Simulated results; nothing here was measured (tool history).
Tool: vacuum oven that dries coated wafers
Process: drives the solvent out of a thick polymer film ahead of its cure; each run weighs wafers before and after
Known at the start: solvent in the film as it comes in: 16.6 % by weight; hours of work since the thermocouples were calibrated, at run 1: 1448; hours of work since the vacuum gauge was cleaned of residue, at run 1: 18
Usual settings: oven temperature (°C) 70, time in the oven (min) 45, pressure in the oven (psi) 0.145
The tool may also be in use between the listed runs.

| run | hour | oven temperature (°C) | time in the oven (min) | pressure in the oven (psi) | hours of work since the thermocouples were calibrated | hours of work since the vacuum gauge was cleaned of residue | solvent left in the film (%) |
|---|---|---|---|---|---|---|---|
| 1 | 0 | 70 | 45 | 0.145 | 1448 | 18 | 2.55 |
| 2 | 25.6 | 70 | 45 | 0.145 | 1460 | 30 | 2.53 |
| 3 | 47 | 70 | 45 | 0.145 | 1470 | 40 | 2.55 |
| 4 | 63.9 | 70 | 45 | 0.145 | 1477 | 47 | 2.53 |
| 5 | 83.6 | 70 | 45 | 0.145 | 1486 | 56 | 2.5 |
| 6 | 101.8 | 70 | 45 | 0.145 | 1495 | 65 | 2.58 |
| 7 | 118.7 | 70 | 45 | 0.145 | 1502 | 72 | 2.58 |
| 8 | 140.9 | 70 | 45 | 0.145 | 1512 | 82 | 2.55 |
| 9 | 153.2 | 70 | 45 | 0.145 | 1518 | 88 | 2.55 |
| 10 | 168.3 | 70 | 45 | 0.145 | 1525 | 95 | 2.55 |
| 11 | 191.3 | 70 | 45 | 0.145 | 1535 | 105 | 2.53 |
| 12 | 219.7 | 70 | 45 | 0.104 | 1548 | 118 | 2.51 |
| 13 | 249.1 | 70 | 45 | 0.104 | 1562 | 132 | 2.43 |
| 14 | 271.3 | 70 | 45 | 0.104 | 1572 | 142 | 2.56 |
| 15 | 293.5 | 70 | 45 | 0.222 | 1582 | 152 | 2.77 |
|  | 312 | oven's thermocouples calibrated |
| 16 | 314.1 | 70 | 43 | 0.222 | 1 | 160 | 2.57 |
| 17 | 339.2 | 70 | 23 | 0.222 | 12 | 172 | 5.3 |
| 18 | 368 | 70 | 23 | 0.222 | 25 | 185 | 5.34 |
| 19 | 383.1 | 70 | 73 | 0.145 | 32 | 192 | 1 |
| 20 | 400.1 | 70 | 73 | 0.145 | 40 | 200 | 0.98 |
| 21 | 427.3 | 70 | 73 | 0.145 | 52 | 212 | 0.97 |
| 22 | 442.6 | 63 | 48 | 0.145 | 59 | 219 | 3.38 |
| 23 | 463.5 | 63 | 48 | 0.145 | 69 | 228 | 3.32 |
| 24 | 482.7 | 64 | 24 | 0.564 | 78 | 237 | 7.3 |
| 25 | 495.2 | 67 | 48 | 0.46 | 83 | 243 | 3.45 |
| 26 | 521.2 | 85 | 45 | 0.513 | 95 | 255 | 1.14 |
| 27 | 546.8 | 80 | 61 | 0.513 | 107 | 266 | 1.32 |
| 28 | 560.7 | 80 | 61 | 0.513 | 113 | 273 | 1.17 |
| 29 | 578.5 | 68 | 52 | 0.145 | 121 | 281 | 2.22 |
| 30 | 596.4 | 64 | 65 | 0.144 | 129 | 289 | 2.07 |
| 31 | 625.8 | 64 | 65 | 0.144 | 143 | 302 | 2.13 |
| 32 | 651.1 | 69 | 45 | 0.447 | 154 | 314 | 3.27 |
| 33 | 675.1 | 69 | 68 | 0.109 | 165 | 325 | 1.12 |

Forecast run 34:
| 34 | 692.2 | 61 | 22 | 0.453 | 173 | 333 | ? |

{"run 34": {"solvent left in the film (%)": 8.26}}
Without the tool's hidden state the same run would have given solvent left in the film (%) 8.28.
